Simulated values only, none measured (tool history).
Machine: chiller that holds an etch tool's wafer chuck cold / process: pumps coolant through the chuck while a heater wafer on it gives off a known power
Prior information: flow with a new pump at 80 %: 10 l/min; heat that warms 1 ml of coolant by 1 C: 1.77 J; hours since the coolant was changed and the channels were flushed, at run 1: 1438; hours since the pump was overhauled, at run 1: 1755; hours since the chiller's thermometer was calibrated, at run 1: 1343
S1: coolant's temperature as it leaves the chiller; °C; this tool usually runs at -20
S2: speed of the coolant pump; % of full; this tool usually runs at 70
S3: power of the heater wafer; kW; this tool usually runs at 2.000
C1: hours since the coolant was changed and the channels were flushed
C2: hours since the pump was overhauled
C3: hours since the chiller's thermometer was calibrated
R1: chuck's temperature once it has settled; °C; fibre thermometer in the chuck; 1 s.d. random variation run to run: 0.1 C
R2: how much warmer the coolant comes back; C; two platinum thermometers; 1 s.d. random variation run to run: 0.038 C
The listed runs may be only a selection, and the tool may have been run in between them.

Run 1, hour 0.0: usual settings; C1 1438; C2 1755; C3 1343. Result: R1 -4.0 °C, R2 7.70 C.
Run 2, hour 56.6: usual settings; C1 1494; C2 1812; C3 1399. Result: R1 -4.1 °C, R2 7.69 C.
Run 3, hour 134.5: usual settings but S1 -15 °C; C1 1572; C2 1889; C3 1477. Result: R1 1.1 °C, R2 7.63 C.
Run 4, hour 171.0: usual settings; C1 1609; C2 1926; C3 1514. Result: R1 -4.1 °C, R2 7.69 C.
Run 5, hour 249.6: usual settings but S3 2.067 kW; C1 1687; C2 2005; C3 1592. Result: R1 -3.4 °C, R2 7.92 C.
Run 6, hour 311.7: usual settings but S1 -18 °C; C1 1749; C2 2067; C3 1654. Result: R1 -2.1 °C, R2 7.60 C.
Run 7, hour 363.8: usual settings but S1 -21 °C; C1 1801; C2 2119; C3 1706. Result: R1 -5.0 °C, R2 7.59 C.
Run 8, hour 425.8: usual settings but S1 -21 °C; C1 1864; C2 2181; C3 1768. Result: R1 -4.9 °C, R2 7.53 C.
Run 9, hour 464.1: usual settings; C1 1902; C2 2219; C3 1807. Result: R1 -3.9 °C, R2 7.61 C.
Run 10, hour 522.3: usual settings; C1 1960; C2 2277; C3 1865. Result: R1 -4.0 °C, R2 7.50 C.
Run 11, hour 578.6: usual settings; C1 2016; C2 2334; C3 1921. Result: R1 -3.9 °C, R2 7.54 C.
Run 12, hour 623.1: usual settings; C1 2061; C2 2378; C3 1966. Result: R1 -4.2 °C, R2 7.44 C.
Run 13, hour 657.1: usual settings; C1 2095; C2 2412; C3 2000. Result: R1 -4.1 °C, R2 7.49 C.
Run 14, hour 692.9: usual settings; C1 2131; C2 2448; C3 2036. Result: R1 -3.9 °C, R2 7.45 C.
Run 15, hour 748.6: usual settings but S1 -17 °C; C1 2186; C2 2504; C3 2091. Result: R1 -1.0 °C, R2 7.43 C.
Run 16, hour 783.8: usual settings but S1 -17 °C; C1 2222; C2 2539; C3 2126. Result: R1 -1.1 °C, R2 7.42 C.
At hour 804.9: chiller's thermometer calibrated.
Run 17, hour 821.6: usual settings but S1 -26 °C, S3 2.533 kW; C1 2258; C2 2576; C3 17. Result: R1 -5.7 °C, R2 9.46 C.
Run 18, hour 878.3: usual settings but S1 -11 °C, S3 1.408 kW; C1 2315; C2 2632; C3 73. Result: R1 0.5 °C, R2 5.13 C.
Run 19, hour 940.3: usual settings but S1 -11 °C, S2 77 % of full, S3 1.408 kW; C1 2377; C2 2694; C3 135. Result: R1 -0.5 °C, R2 4.68 C.
Run 20, hour 987.4: usual settings but S1 -25 °C, S2 77 % of full, S3 2.767 kW; C1 2424; C2 2741; C3 182. Result: R1 -4.3 °C, R2 9.42 C.
Run 21, hour 1029.4: usual settings but S1 -16 °C, S2 80 % of full, S3 1.047 kW; C1 2466; C2 2783; C3 224. Result: R1 -8.2 °C, R2 3.22 C.
Run 22, hour 1095.2: usual settings but S1 -16 °C, S2 80 % of full, S3 1.047 kW; C1 2532; C2 2849; C3 290. Result: R1 -8.4 °C, R2 3.19 C.
Run 23, hour 1128.8: usual settings but S1 -24 °C, S2 69 % of full, S3 1.476 kW; C1 2566; C2 2883; C3 324. Result: R1 -12.0 °C, R2 5.37 C.
Run 24, hour 1163.5: usual settings but S1 -24 °C, S2 72 % of full, S3 1.441 kW; C1 2600; C2 2917; C3 359. Result: R1 -12.6 °C, R2 5.02 C.
Run 25, hour 1214.6: usual settings but S1 -24 °C, S2 72 % of full, S3 1.441 kW; C1 2651; C2 2969; C3 410. Result: R1 -12.8 °C, R2 4.95 C.
At hour 1235.1: gauge calibrated.
Run 26, hour 1255.0: usual settings but S1 -22 °C, S2 82 % of full, S3 1.544 kW; C1 2692; C2 3009; C3 450. Result: R1 -10.8 °C, R2 5.12 C.
Run 27, hour 1313.4: usual settings but S1 -21 °C, S3 1.422 kW; C1 2750; C2 3067; C3 508. Result: R1 -9.6 °C, R2 5.49 C.
Run 28, hour 1350.1: usual settings but S1 -21 °C, S2 66 % of full, S3 2.655 kW; C1 2787; C2 3104; C3 545. Result: R1 1.1 °C, R2 10.84 C.
Run 29, hour 1424.8: usual settings but S1 -21 °C, S2 66 % of full, S3 2.655 kW; C1 2862; C2 3179; C3 620. Result: R1 0.9 °C, R2 10.73 C.
Run 30, hour 1501.0: usual settings but S1 -13 °C, S2 76 % of full, S3 2.469 kW; C1 2938; C2 3255; C3 696. Result: R1 5.8 °C, R2 8.75 C.
Run 31, hour 1573.7: usual settings but S1 -23 °C, S2 76 % of full, S3 2.469 kW; C1 3010; C2 3328; C3 769. Result: R1 -4.1 °C, R2 8.64 C.

3 ways to go on from here, each from the tool as it stands after run 31. What would each give?
Run A, hour 1613.9: usual settings but S1 -24 °C, S2 76 % of full, S3 2.469 kW; C1 3051; C2 3368; C3 809. Result: R1 ?, R2 ?.
Run B, hour 1613.9: usual settings but S1 -23 °C, S2 71 % of full, S3 2.469 kW; C1 3051; C2 3368; C3 809. Result: R1 ?, R2 ?.
Run C, hour 1613.9: usual settings but S1 -23 °C, S2 95 % of full, S3 1.366 kW; C1 3051; C2 3368; C3 809. Result: R1 ?, R2 ?.

run     R1    R2
  A   -5.4  8.68
  B   -3.3  9.36
  C  -14.0  3.83
Stripped of hidden state, with their random variation kept, the same runs would have yielded:
run     R1    R2
  A   -5.4  8.81
  B   -3.3  9.49
  C  -14.0  3.96
